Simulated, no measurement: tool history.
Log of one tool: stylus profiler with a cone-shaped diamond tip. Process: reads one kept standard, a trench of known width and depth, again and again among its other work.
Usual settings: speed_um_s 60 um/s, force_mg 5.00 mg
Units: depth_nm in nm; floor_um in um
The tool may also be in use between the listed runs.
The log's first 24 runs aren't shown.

run	hour	speed_um_s	force_mg	depth_nm	floor_um
25	629.6	45	2.31	1013.26	90.83
26	653.4	15	2.53	1014.15	91.05
27	672.9	17	10.30	1039.47	91.04
28	689.0	17	10.30	1039.76	91.08
29	723.3	228	11.05	1041.31	90.44
30	759.6	228	2.81	1014.97	89.78
31	779.6	198	1.88	1010.57	89.68
# hour 782.4: height scale calibrated on a step standard
32	795.5	198	1.88	1009.86	89.65
33	825.6	60	12.22	1043.64	90.76
# hour 834.9: height scale calibrated on a step standard, once more
34	862.9	59	3.04	1018.66	90.53
35	884.5	27	8.63	1037.15	90.71
36	901.0	15	8.20	1035.82	90.71
37	922.6	17	11.94	1046.33	90.71
38	945.0	21	11.98	1046.23	90.65
39	980.9	21	11.98	1046.10	90.58
40	999.3	21	11.98	1046.25	90.60
41	1034.6	21	11.98	1046.28	90.57
42	1067.5	17	1.84	1013.08	90.44
43	1084.9	17	13.41	1049.32	90.49
44	1120.0	31	4.45	1023.54	90.41
45	1156.5	31	4.45	1023.52	90.29
46	1179.5	31	4.45	1023.00	90.29

3 ways to go on from here, each from the tool as it stands after run 46. What would each give?
A	1210.1	152	2.13	?	?
B	1210.1	210	14.05	?	?
C	1210.1	16	5.32	?	?

run	depth_nm	floor_um
A	1014.29	89.40
B	1051.10	89.87
C	1026.59	90.35
Without the tool's hidden state the same runs would have given:
run	depth_nm	floor_um
A	1014.59	93.04
B	1051.41	93.52
C	1026.89	93.99
